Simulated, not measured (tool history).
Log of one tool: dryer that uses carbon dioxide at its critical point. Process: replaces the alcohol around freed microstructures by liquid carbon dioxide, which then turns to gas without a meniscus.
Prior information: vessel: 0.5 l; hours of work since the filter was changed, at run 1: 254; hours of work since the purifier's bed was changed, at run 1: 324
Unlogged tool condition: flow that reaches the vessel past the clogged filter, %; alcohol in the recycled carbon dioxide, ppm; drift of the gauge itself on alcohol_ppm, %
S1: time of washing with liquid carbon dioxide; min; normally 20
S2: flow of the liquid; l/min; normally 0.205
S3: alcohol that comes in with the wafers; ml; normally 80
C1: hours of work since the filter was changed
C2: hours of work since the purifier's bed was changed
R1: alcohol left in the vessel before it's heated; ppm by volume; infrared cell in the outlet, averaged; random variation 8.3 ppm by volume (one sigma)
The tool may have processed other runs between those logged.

| run | day | S1 | S2 | S3 | C1 | C2 | R1 |
|---|---|---|---|---|---|---|---|
| 1 | 0 | 20 | 0.205 | 80 | 254 | 324 | 813 |
| 2 | 1.304 | 20 | 0.197 | 80 | 266 | 336 | 1024 |
| 3 | 3.533 | 14 | 0.205 | 80 | 288 | 358 | 4074 |
| 4 | 6.054 | 14 | 0.205 | 80 | 312 | 382 | 4162 |
| 5 | 7.45 | 14 | 0.205 | 80 | 325 | 395 | 4292 |
| 6 | 9.329 | 14 | 0.205 | 80 | 343 | 413 | 4457 |
|  | 10.804 | inlet filter changed |
| 7 | 11.821 | 14 | 0.205 | 80 | 10 | 436 | 2696 |
| 8 | 13.754 | 14 | 0.205 | 80 | 28 | 455 | 2753 |
| 9 | 15.767 | 14 | 0.205 | 80 | 47 | 474 | 2824 |
| 10 | 17.833 | 23 | 0.205 | 80 | 67 | 494 | 281 |
| 11 | 19.871 | 23 | 0.205 | 80 | 87 | 513 | 298 |
| 12 | 21.225 | 23 | 0.205 | 80 | 100 | 526 | 301 |
| 13 | 24.042 | 20 | 0.205 | 80 | 127 | 553 | 640 |
| 14 | 25.638 | 20 | 0.205 | 80 | 142 | 569 | 659 |
| 15 | 27.562 | 29 | 0.205 | 80 | 160 | 587 | 131 |
| 16 | 29.125 | 20 | 0.205 | 101 | 175 | 602 | 888 |
| 17 | 31.633 | 24 | 0.17 | 24 | 199 | 626 | 302 |
| 18 | 34.242 | 13 | 0.155 | 54 | 224 | 651 | 8021 |
|  | 35.442 | purifier's bed changed |
| 19 | 35.817 | 20 | 0.129 | 80 | 238 | 4 | 6000 |
| 20 | 38.679 | 20 | 0.129 | 74 | 265 | 31 | 5635 |
| 21 | 40.2 | 17 | 0.26 | 33 | 280 | 45 | 197 |
| 22 | 42.246 | 17 | 0.26 | 33 | 300 | 65 | 214 |
| 23 | 43.429 | 19 | 0.271 | 33 | 311 | 76 | 88 |
| 24 | 45.138 | 20 | 0.138 | 32 | 327 | 93 | 2112 |
| 25 | 47.242 | 15 | 0.213 | 53 | 347 | 113 | 1898 |
|  | 48.167 | inlet filter changed |
| 26 | 49.721 | 15 | 0.213 | 53 | 15 | 136 | 1187 |
| 27 | 52.142 | 15 | 0.213 | 53 | 38 | 159 | 1246 |
| 28 | 53.321 | 27 | 0.235 | 79 | 49 | 171 | 50 |
| 29 | 56.158 | 20 | 0.249 | 35 | 76 | 198 | 98 |
| 30 | 58.362 | 21 | 0.236 | 55 | 98 | 219 | 147 |
| 31 | 60.6 | 21 | 0.153 | 24 | 119 | 240 | 728 |

Branching from run 31: 5 alternative next runs. What would each branch give?
| A | 63.158 | 21 | 0.208 | 80 | 143 | 265 | ? |
| B | 63.158 | 15 | 0.247 | 24 | 143 | 265 | ? |
| C | 63.158 | 21 | 0.131 | 51 | 143 | 265 | ? |
| D | 63.158 | 20 | 0.165 | 31 | 143 | 265 | ? |
| E | 63.158 | 16 | 0.153 | 24 | 143 | 265 | ? |

| run | R1 |
|---|---|
| A | 473 |
| B | 328 |
| C | 2903 |
| D | 821 |
| E | 1921 |
Take away the tool's hidden state, keep each run's random variation, and the runs would have read:
| run | R1 |
|---|---|
| A | 291 |
| B | 205 |
| C | 2235 |
| D | 580 |
| E | 1505 |
